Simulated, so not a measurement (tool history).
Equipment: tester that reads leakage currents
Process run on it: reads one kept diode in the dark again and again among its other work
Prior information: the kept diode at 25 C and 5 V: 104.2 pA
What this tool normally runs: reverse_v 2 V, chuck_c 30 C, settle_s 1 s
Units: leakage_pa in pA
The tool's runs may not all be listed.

run	hour	reverse_v	chuck_c	settle_s	leakage_pa
1	0	2	30	1	116.62
2	148.5	2	30	5.61	114.88
3	274.1	2	30	1.04	114.68
4	396.6	2	30	1.04	114.25
5	622.4	1.25	30	1	96.04
6	741.8	1.25	30	1	95.56
# hour 836: chuck's temperature calibrated
7	850.3	2.04	35	0.97	181.83
8	1054.5	2.04	35	0.97	179.41
# hour 1075.7: probe card cleaned and baked
9	1169.5	1.44	35	0.97	158.9
10	1309.9	5.24	35	0.97	250.95
11	1442.4	8.73	49	7.36	888.44
12	1574.6	8.73	49	7.36	882.35

Selected run-to-run steps in leakage_pa, each split into two signed amounts: the part the tool would show with no hidden state at all (from settings, incoming material and random variation), and the remainder, which goes to the hidden state together with any gauge scatter not common to the measured and the hidden-state-free results:
Hidden state present: stray current of the dirty probe card, pA a volt; current scale over the true one, %; true chuck temperature over the reading, C; drift of the gauge itself on leakage_pa, %.
Run 6 -> 7: reverse_v 1.25 -> 2.04, chuck_c 30 -> 35, settle_s 1 -> 0.97, chuck's temperature calibrated. leakage_pa +86.27 pA: hidden state +6.43, all else +79.84.
Run 10 -> 11: reverse_v 5.24 -> 8.73, chuck_c 35 -> 49, settle_s 0.97 -> 7.36. leakage_pa +637.49 pA: hidden state -5.51, all else +643.
